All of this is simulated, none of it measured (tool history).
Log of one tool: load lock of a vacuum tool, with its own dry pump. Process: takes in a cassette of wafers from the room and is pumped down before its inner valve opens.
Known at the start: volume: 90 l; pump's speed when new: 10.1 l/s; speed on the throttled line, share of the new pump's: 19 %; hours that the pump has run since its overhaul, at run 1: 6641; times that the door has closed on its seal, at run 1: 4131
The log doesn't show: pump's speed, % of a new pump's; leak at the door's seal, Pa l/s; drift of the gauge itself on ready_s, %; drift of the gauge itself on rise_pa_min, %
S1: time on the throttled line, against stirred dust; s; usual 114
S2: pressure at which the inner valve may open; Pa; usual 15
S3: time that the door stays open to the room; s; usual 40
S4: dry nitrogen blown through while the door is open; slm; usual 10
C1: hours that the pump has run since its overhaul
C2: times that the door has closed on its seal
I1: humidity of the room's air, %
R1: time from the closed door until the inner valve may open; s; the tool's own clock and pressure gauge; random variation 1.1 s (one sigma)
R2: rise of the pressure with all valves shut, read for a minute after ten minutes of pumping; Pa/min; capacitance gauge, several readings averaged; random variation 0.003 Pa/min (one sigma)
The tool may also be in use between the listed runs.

run,hour,S1,S2,S3,S4,C1,C2,I1,R1,R2
1,0.0,114,15,40,10,6641,4131,44.5,181.5,0.048
2,83.2,114,15,40,10,6724,4365,43.7,181.6,0.045
3,189.0,114,15,40,10,6829,4662,45.8,184.3,0.057
4,303.4,114,15,40,10,6944,4984,41.9,182.0,0.049
5,364.4,114,15,40,10,7005,5155,44.0,181.6,0.060
6,416.8,114,15,40,10,7057,5303,48.7,183.1,0.053
7,481.8,114,15,40,34,7122,5486,44.6,182.2,0.034
8,536.8,114,15,40,34,7177,5640,48.2,183.4,0.037
9,632.4,114,15,40,34,7273,5909,44.8,183.8,0.037
10,747.2,114,15,40,34,7388,6232,45.2,181.3,0.040
11,801.1,114,15,52,10,7442,6384,42.7,182.5,0.064
12,849.3,114,15,110,10,7490,6519,47.7,183.6,0.104
13,946.7,114,15,40,10,7587,6793,47.4,184.4,0.059
14,1058.5,114,15,40,10,7699,7108,47.4,184.3,0.060
15,1123.8,114,15,28,10,7764,7291,38.2,184.1,0.046
16,1192.9,114,15,28,10,7833,7485,46.5,186.6,0.055
17,1266.6,114,15,28,10,7907,7693,45.1,183.8,0.047
18,1353.7,114,15,28,10,7994,7938,46.6,184.8,0.065
19,1461.5,114,15,28,10,8102,8241,47.6,183.7,0.060
20,1537.5,114,15,28,10,8178,8454,44.3,184.6,0.054
21,1611.6,86,15,40,10,8252,8663,45.6,164.2,0.066
22,1701.5,86,15,40,10,8342,8916,43.9,162.3,0.069
23,1754.8,139,15,26,12,8395,9066,47.2,204.8,0.053
24,1833.1,105,15,40,4,8474,9286,44.6,177.8,0.077
25,1906.8,114,24,40,32,8547,9493,44.9,180.4,0.058
26,2014.7,114,24,40,32,8655,9796,42.4,180.8,0.053
27,2072.5,86,24,71,32,8713,9959,42.7,159.8,0.074
28,2189.2,86,24,103,4,8830,10287,44.2,158.8,0.117
29,2245.7,114,15,112,24,8886,10446,45.9,185.1,0.097
30,2345.5,114,15,112,24,8986,10727,46.5,185.6,0.096
31,2426.5,58,15,43,32,9067,10954,47.8,143.7,0.064
32,2525.5,58,15,43,32,9166,11233,46.8,145.7,0.066
# hour 2606.8: dry pump taken out, an overhauled one fitted
33,2634.8,156,17,37,10,28,11523,48.8,202.6,0.080
34,2706.5,80,16,109,19,100,11725,44.1,143.8,0.111
35,2788.2,73,15,40,32,181,11955,42.3,138.8,0.064
36,2887.5,96,15,40,32,281,12234,47.4,157.1,0.067

Some steps in R1 between neighbouring runs. How much of each would the tool show without its hidden state too (settings, what came in, random variation), and how much is left for the hidden state, with any gauge scatter that isn't in both results?
Run 22 -> 23: S1 86 -> 139, S3 40 -> 26, S4 10 -> 12. R1 +42.5 s: hidden state -2.1, all else +44.6.
Run 30 -> 31: S1 114 -> 58, S3 112 -> 43, S4 24 -> 32. R1 -41.9 s: hidden state +2.9, all else -44.8.
Run 32 -> 33: S1 58 -> 156, S2 15 -> 17, S3 43 -> 37, S4 32 -> 10, dry pump taken out, an overhauled one fitted. R1 +56.9 s: hidden state -18.7, all else +75.6.
Run 33 -> 34: S1 156 -> 80, S2 17 -> 16, S3 37 -> 109, S4 10 -> 19. R1 -58.8 s: hidden state +0.1, all else -58.9.
